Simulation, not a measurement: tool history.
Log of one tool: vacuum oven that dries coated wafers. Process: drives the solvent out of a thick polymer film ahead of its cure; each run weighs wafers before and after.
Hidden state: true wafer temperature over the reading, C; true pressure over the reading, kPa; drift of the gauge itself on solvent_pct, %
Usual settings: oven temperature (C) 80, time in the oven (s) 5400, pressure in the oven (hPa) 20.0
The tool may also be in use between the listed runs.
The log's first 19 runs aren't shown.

run	hour	oven temperature (C)	time in the oven (s)	pressure in the oven (hPa)	hours of work since the thermocouples were calibrated	hours of work since the vacuum gauge was cleaned of residue	solvent left in the film (%)
20	1061.1	80	8100	20.0	606	1011	1.43
21	1129.8	80	5400	20.0	650	1055	1.78
22	1209.7	80	5400	20.0	701	1106	1.78
23	1243.9	80	7740	10.8	723	1128	0.93
24	1308.3	80	9480	10.0	765	1169	0.80
25	1382.4	88	5400	45.2	812	1217	2.08
26	1450.8	76	6840	54.8	856	1261	4.32
27	1513.3	90	5160	19.8	896	1301	0.94
# hour 1583.6: oven's thermocouples calibrated
28	1584.3	76	5400	35.1	0	1345	3.80

The next listed run, before its measurement:
29	1634.1	88	3900	20.0	32	1377	?

solvent left in the film (%): 1.33
Without the tool's hidden state the same run would have given solvent left in the film (%) 1.22.
